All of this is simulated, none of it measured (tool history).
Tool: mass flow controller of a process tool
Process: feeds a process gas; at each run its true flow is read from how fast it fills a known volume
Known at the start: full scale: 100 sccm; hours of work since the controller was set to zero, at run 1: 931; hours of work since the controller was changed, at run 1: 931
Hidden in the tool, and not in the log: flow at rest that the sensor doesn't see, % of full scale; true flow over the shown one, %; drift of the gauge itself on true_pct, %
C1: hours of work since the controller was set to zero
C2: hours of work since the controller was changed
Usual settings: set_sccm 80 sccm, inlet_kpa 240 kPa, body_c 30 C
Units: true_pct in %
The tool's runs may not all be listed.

run 1 hour=0.0 | set_sccm=80 inlet_kpa=240 body_c=30 | C1=931 C2=931 | true_pct=99.70
run 2 hour=77.1 | set_sccm=80 inlet_kpa=240 body_c=30 | C1=979 C2=979 | true_pct=99.74
run 3 hour=167.2 | set_sccm=80 inlet_kpa=240 body_c=30 | C1=1035 C2=1035 | true_pct=99.78
run 4 hour=249.0 | set_sccm=80 inlet_kpa=240 body_c=30 | C1=1087 C2=1087 | true_pct=99.72
run 5 hour=357.5 | set_sccm=80 inlet_kpa=240 body_c=35 | C1=1155 C2=1155 | true_pct=99.63
run 6 hour=433.5 | set_sccm=80 inlet_kpa=240 body_c=35 | C1=1202 C2=1202 | true_pct=99.62
run 7 hour=578.2 | set_sccm=80 inlet_kpa=240 body_c=35 | C1=1293 C2=1293 | true_pct=99.51
run 8 hour=668.7 | set_sccm=80 inlet_kpa=240 body_c=35 | C1=1350 C2=1350 | true_pct=99.46
run 9 hour=807.6 | set_sccm=80 inlet_kpa=240 body_c=35 | C1=1437 C2=1437 | true_pct=99.55
run 10 hour=938.5 | set_sccm=80 inlet_kpa=240 body_c=30 | C1=1519 C2=1519 | true_pct=99.66
run 11 hour=1082.2 | set_sccm=80 inlet_kpa=240 body_c=30 | C1=1609 C2=1609 | true_pct=99.64
run 12 hour=1150.6 | set_sccm=80 inlet_kpa=152 body_c=30 | C1=1652 C2=1652 | true_pct=99.03
run 13 hour=1256.7 | set_sccm=80 inlet_kpa=152 body_c=30 | C1=1719 C2=1719 | true_pct=99.14
run 14 hour=1376.4 | set_sccm=80 inlet_kpa=152 body_c=30 | C1=1794 C2=1794 | true_pct=99.08
run 15 hour=1444.4 | set_sccm=80 inlet_kpa=222 body_c=30 | C1=1836 C2=1836 | true_pct=99.67
run 16 hour=1558.1 | set_sccm=80 inlet_kpa=240 body_c=33 | C1=1908 C2=1908 | true_pct=99.51
run 17 hour=1653.9 | set_sccm=80 inlet_kpa=240 body_c=33 | C1=1968 C2=1968 | true_pct=99.55
run 18 hour=1766.7 | set_sccm=80 inlet_kpa=240 body_c=33 | C1=2038 C2=2038 | true_pct=99.61
run 19 hour=1909.5 | set_sccm=80 inlet_kpa=240 body_c=33 | C1=2128 C2=2128 | true_pct=99.66
run 20 hour=2030.6 | set_sccm=80 inlet_kpa=240 body_c=33 | C1=2204 C2=2204 | true_pct=99.65
run 21 hour=2164.7 | set_sccm=80 inlet_kpa=183 body_c=33 | C1=2288 C2=2288 | true_pct=99.19
run 22 hour=2308.8 | set_sccm=80 inlet_kpa=240 body_c=30 | C1=2378 C2=2378 | true_pct=99.61
run 23 hour=2420.6 | set_sccm=80 inlet_kpa=240 body_c=30 | C1=2448 C2=2448 | true_pct=99.70
run 24 hour=2559.2 | set_sccm=80 inlet_kpa=240 body_c=30 | C1=2535 C2=2535 | true_pct=99.62
run 25 hour=2630.4 | set_sccm=12 inlet_kpa=240 body_c=30 | C1=2580 C2=2580 | true_pct=98.02
run 26 hour=2773.3 | set_sccm=14 inlet_kpa=187 body_c=25 | C1=2670 C2=2670 | true_pct=97.89
run 27 hour=2907.2 | set_sccm=34 inlet_kpa=169 body_c=26 | C1=2754 C2=2754 | true_pct=98.32
run 28 hour=3049.3 | set_sccm=34 inlet_kpa=169 body_c=26 | C1=2843 C2=2843 | true_pct=98.34
run 29 hour=3129.9 | set_sccm=34 inlet_kpa=169 body_c=26 | C1=2893 C2=2893 | true_pct=98.23
run 30 hour=3205.3 | set_sccm=34 inlet_kpa=169 body_c=26 | C1=2941 C2=2941 | true_pct=98.27
run 31 hour=3269.5 | set_sccm=34 inlet_kpa=169 body_c=26 | C1=2981 C2=2981 | true_pct=98.25
run 32 hour=3390.5 | set_sccm=74 inlet_kpa=169 body_c=26 | C1=3057 C2=3057 | true_pct=99.13
run 33 hour=3503.1 | set_sccm=74 inlet_kpa=169 body_c=26 | C1=3127 C2=3127 | true_pct=98.99
run 34 hour=3625.4 | set_sccm=74 inlet_kpa=169 body_c=26 | C1=3204 C2=3204 | true_pct=99.06
run 35 hour=3758.4 | set_sccm=46 inlet_kpa=162 body_c=26 | C1=3287 C2=3287 | true_pct=98.55
run 36 hour=3868.4 | set_sccm=46 inlet_kpa=162 body_c=26 | C1=3356 C2=3356 | true_pct=98.42
run 37 hour=3958.7 | set_sccm=58 inlet_kpa=156 body_c=20 | C1=3413 C2=3413 | true_pct=98.95
run 38 hour=4069.8 | set_sccm=58 inlet_kpa=156 body_c=20 | C1=3483 C2=3483 | true_pct=98.77
run 39 hour=4217.6 | set_sccm=80 inlet_kpa=263 body_c=22 | C1=3575 C2=3575 | true_pct=100.06
run 40 hour=4330.1 | set_sccm=15 inlet_kpa=210 body_c=28 | C1=3646 C2=3646 | true_pct=98.11
run 41 hour=4440.1 | set_sccm=15 inlet_kpa=210 body_c=28 | C1=3715 C2=3715 | true_pct=98.10
run 42 hour=4517.2 | set_sccm=88 inlet_kpa=240 body_c=20 | C1=3763 C2=3763 | true_pct=100.19
run 43 hour=4639.0 | set_sccm=88 inlet_kpa=164 body_c=20 | C1=3840 C2=3840 | true_pct=99.69
run 44 hour=4773.1 | set_sccm=88 inlet_kpa=164 body_c=20 | C1=3924 C2=3924 | true_pct=99.73
run 45 hour=4891.6 | set_sccm=88 inlet_kpa=164 body_c=20 | C1=3998 C2=3998 | true_pct=99.50
run 46 hour=5043.4 | set_sccm=41 inlet_kpa=237 body_c=25 | C1=4093 C2=4093 | true_pct=98.76
run 47 hour=5180.5 | set_sccm=41 inlet_kpa=237 body_c=40 | C1=4179 C2=4179 | true_pct=98.43
run 48 hour=5249.5 | set_sccm=41 inlet_kpa=237 body_c=40 | C1=4222 C2=4222 | true_pct=98.61

3 ways to go on from here, each from the tool as it stands after run 48. What would each give?
run A hour=5315.6 | set_sccm=13 inlet_kpa=212 body_c=37 | C1=4264 C2=4264 | true_pct=?
run B hour=5315.6 | set_sccm=31 inlet_kpa=220 body_c=21 | C1=4264 C2=4264 | true_pct=?
run C hour=5315.6 | set_sccm=32 inlet_kpa=237 body_c=40 | C1=4264 C2=4264 | true_pct=?

run=A true_pct=97.82
run=B true_pct=98.61
run=C true_pct=98.18
Without the tool's hidden state the same runs would have given:
run=A true_pct=97.84
run=B true_pct=98.63
run=C true_pct=98.19
